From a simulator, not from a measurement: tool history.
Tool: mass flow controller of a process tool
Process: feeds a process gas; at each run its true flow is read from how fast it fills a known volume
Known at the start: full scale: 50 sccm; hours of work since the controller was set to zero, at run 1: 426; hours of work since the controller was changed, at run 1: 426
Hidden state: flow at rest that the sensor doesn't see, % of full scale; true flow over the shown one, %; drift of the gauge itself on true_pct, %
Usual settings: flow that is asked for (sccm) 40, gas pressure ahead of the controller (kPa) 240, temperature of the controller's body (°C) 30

run    hour  flow that is asked for (sccm)  gas pressure ahead of the controller (kPa)  temperature of the controller's body (°C)  hours of work since the controller was set to zero  hours of work since the controller was changed  true flow (%)
  1       0                             40                                         240                                         30                                                 426                                             426         100.19
  2   129.4                             40                                         240                                         30                                                 466                                             466         100.12
  3   416.9                             40                                         190                                         30                                                 553                                             553          99.93
  4   618.8                             40                                         190                                         30                                                 615                                             615          99.88
  5   795.5                             40                                         224                                         30                                                 668                                             668           99.9
  6   980.7                             40                                         224                                         30                                                 725                                             725          99.94
  7  1162.1                             40                                         240                                         32                                                 780                                             780         100.19
  8  1388.4                             40                                         240                                         32                                                 849                                             849         100.02
  9  1516.5                             21                                         240                                         30                                                 888                                             888          99.12
 10  1820.4                             40                                         240                                         34                                                 980                                             980          99.97
 11  1950.1                             40                                         240                                         34                                                1020                                            1020         100.07
 12  2122.7                             40                                         160                                         30                                                1072                                            1072          99.65
 13  2274.4                             40                                         160                                         30                                                1118                                            1118          99.44
 14  2402.4                             40                                         240                                         30                                                1157                                            1157          99.71
     2428.4  -- controller's zero set anew
 15  2676.8                             40                                         240                                         32                                                  76                                            1241          99.79
 16  2903.3                             40                                         240                                         32                                                 145                                            1310          99.76
 17  3135.5                             40                                         240                                         30                                                 215                                            1380           99.6
 18  3351.4                             40                                         240                                         30                                                 281                                            1446          99.44
 19  3585.4                             40                                         240                                         30                                                 352                                            1517          99.43
     3673.5  -- controller's zero set anew, once more
 20  3818.6                             40                                         240                                         30                                                  44                                            1588           99.6
 21  4094.3                             40                                         240                                         30                                                 128                                            1672          99.52
 22  4257.5                             40                                         240                                         32                                                 178                                            1722          99.76
 23  4415.2                             40                                         240                                         30                                                 226                                            1770          99.46
 24    4604                             40                                         240                                         30                                                 283                                            1827          99.47
 25  4843.7                             40                                         240                                         30                                                 356                                            1900          99.55
 26  5141.9                             21                                         240                                         30                                                 447                                            1991          98.79
 27  5394.1                             21                                         240                                         30                                                 524                                            2067          98.78
 28  5687.5                             40                                         161                                         28                                                 613                                            2157          98.99
 29  5914.7                             40                                         161                                         28                                                 682                                            2226          98.92
 30    6052                             40                                         161                                         28                                                 724                                            2268          98.87
 31  6238.4                              7                                         187                                         30                                                 781                                            2324          97.41
 32  6415.1                              7                                         187                                         30                                                 834                                            2378          97.39
 33  6541.6                             15                                         246                                         31                                                 873                                            2417          98.25
 34  6670.5                             47                                         164                                         28                                                 912                                            2456          99.09
 35  6876.3                             40                                         240                                         24                                                 975                                            2519          98.54
 36  7102.9                             40                                         167                                         29                                                1044                                            2587          98.65
 37  7323.9                              6                                         240                                         30                                                1111                                            2655          97.08
 38  7497.7                             13                                         165                                         34                                                1164                                            2708          97.74
 39  7803.5                             42                                         158                                         24                                                1257                                            2801          98.29
 40  8041.8                              8                                         194                                         21                                                1329                                            2873          96.32
 41  8180.8                              8                                         194                                         21                                                1372                                            2916          96.29
 42    8328                             40                                         192                                         23                                                1416                                            2960          98.19
 43  8566.5                              9                                         169                                         30                                                1489                                            3033          96.95
 44  8767.3                             40                                         176                                         23                                                1550                                            3094           98.1
 45  8935.4                              9                                         191                                         33                                                1601                                            3145          97.21
 46  9232.2                             40                                         183                                         33                                                1692                                            3235          98.74
 47  9402.6                             40                                         183                                         33                                                1743                                            3287          98.82
 48  9632.8                             40                                         183                                         33                                                1813                                            3357          98.62

3 ways to go on from here, each from the tool as it stands after run 48. What would each give?
  A  9849.9                             40                                         154                                         27                                                1880                                            3423              ?
  B  9849.9                              9                                         249                                         34                                                1880                                            3423              ?
  C  9849.9                             12                                         227                                         34                                                1880                                            3423              ?

run  true flow (%)
  A          98.06
  B          97.09
  C          97.46
Without the tool's hidden state the same runs would have given:
run  true flow (%)
  A          99.65
  B           99.4
  C          99.54
